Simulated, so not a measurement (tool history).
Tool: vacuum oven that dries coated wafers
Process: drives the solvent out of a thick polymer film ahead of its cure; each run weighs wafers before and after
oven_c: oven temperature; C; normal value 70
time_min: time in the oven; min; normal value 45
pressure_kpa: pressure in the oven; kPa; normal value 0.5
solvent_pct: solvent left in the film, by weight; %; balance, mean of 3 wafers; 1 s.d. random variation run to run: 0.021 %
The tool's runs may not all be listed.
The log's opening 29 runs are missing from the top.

run,hour,oven_c,time_min,pressure_kpa,solvent_pct
30,1461.1,70,23,0.5,5.26
31,1494,70,23,1.519,5.82
32,1537.9,73,49,0.444,1.04
33,1569.9,73,49,0.444,1.01
# hour 1577.9: oven's thermocouples calibrated
34,1610.6,75,48,1.049,1.37
35,1676.3,70,50,0.5,1.84
36,1734,57,50,0.427,5.92
37,1762.1,57,50,0.427,5.94
38,1823.6,63,26,0.882,8.07
39,1865.6,70,45,0.251,2
40,1913.8,70,45,0.958,2.44
41,1960.7,71,31,0.328,3.52
42,2014.7,71,31,0.328,3.47
43,2060.6,71,31,0.328,3.49
44,2104.1,65,31,1.093,6.06
45,2157.5,81,78,1.093,0.68
46,2188.8,64,29,1.093,6.96

Consider 3 possible next runs. They are alternatives, not a sequence: every one starts from the tool as it was left by run 46. What does each give?
A,2231.4,79,29,0.491,?
B,2231.4,84,28,1.093,?
C,2231.4,82,45,0.5,?

run,solvent_pct
A,1.75
B,1.24
C,0.57
Take away the tool's hidden state, keep each run's random variation, and the runs would have read:
run,solvent_pct
A,1.68
B,1.15
C,0.39
